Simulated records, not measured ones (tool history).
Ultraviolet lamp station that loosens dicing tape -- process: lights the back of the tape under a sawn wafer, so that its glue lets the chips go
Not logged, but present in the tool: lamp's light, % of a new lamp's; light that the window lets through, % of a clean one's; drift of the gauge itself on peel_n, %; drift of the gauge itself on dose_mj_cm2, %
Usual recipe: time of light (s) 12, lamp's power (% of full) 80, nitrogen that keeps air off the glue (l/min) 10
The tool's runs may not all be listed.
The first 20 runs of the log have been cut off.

run,hour,time of light (s),lamp's power (% of full),nitrogen that keeps air off the glue (l/min),hours of work of the lamp,hours of work since the window was cleaned,force that peels the tape off (N),light that reached the tape (mJ/cm²)
21,892.3,9,80,10,702,95,1.300,262
22,936.3,12,80,12,720,113,0.632,342
23,990.3,12,80,20,742,135,0.492,336
24,1046.4,12,80,3,765,157,1.664,332
25,1079.8,12,80,3,779,171,1.706,332
26,1116.9,12,80,3,794,186,1.717,325
27,1147.9,12,71,5,806,199,1.590,289
28,1195.6,12,71,5,826,218,1.595,290
29,1225.3,12,80,3,838,230,1.817,321
30,1273.2,12,81,3,858,250,1.725,325
31,1306.0,12,81,3,871,263,1.779,324
32,1365.3,18,74,6,895,287,0.571,436
33,1427.3,20,63,7,920,313,0.592,410
34,1454.5,7,75,7,931,324,3.033,169
35,1511.2,19,82,10,954,347,0.294,499
36,1566.3,19,82,10,977,369,0.314,496
37,1606.9,12,71,17,993,386,0.906,265
38,1643.8,9,75,17,1009,401,1.526,211
39,1689.6,9,75,17,1027,419,1.474,208
40,1729.7,9,75,17,1044,436,1.546,204
41,1784.1,7,80,10,1066,458,2.601,168
42,1839.8,12,83,9,1088,481,1.043,296
43,1884.9,12,94,9,1107,499,0.777,335

Predict each of these 3 candidate next runs independently; none follows another, all start after run 43:
# hour 1889.2: window cleaned of glue's vapour
A,1941.2,14,80,10,1129,21,?,?
# hour 1889.2: window cleaned of glue's vapour
B,1941.2,12,77,4,1129,21,?,?
# hour 1889.2: window cleaned of glue's vapour
C,1941.2,20,79,9,1129,21,?,?

run,force that peels the tape off (N),light that reached the tape (mJ/cm²)
A,0.624,358
B,1.765,297
C,0.312,506
Without the tool's unlogged condition, the same runs would have read:
run,force that peels the tape off (N),light that reached the tape (mJ/cm²)
A,0.302,496
B,0.920,410
C,0.196,699
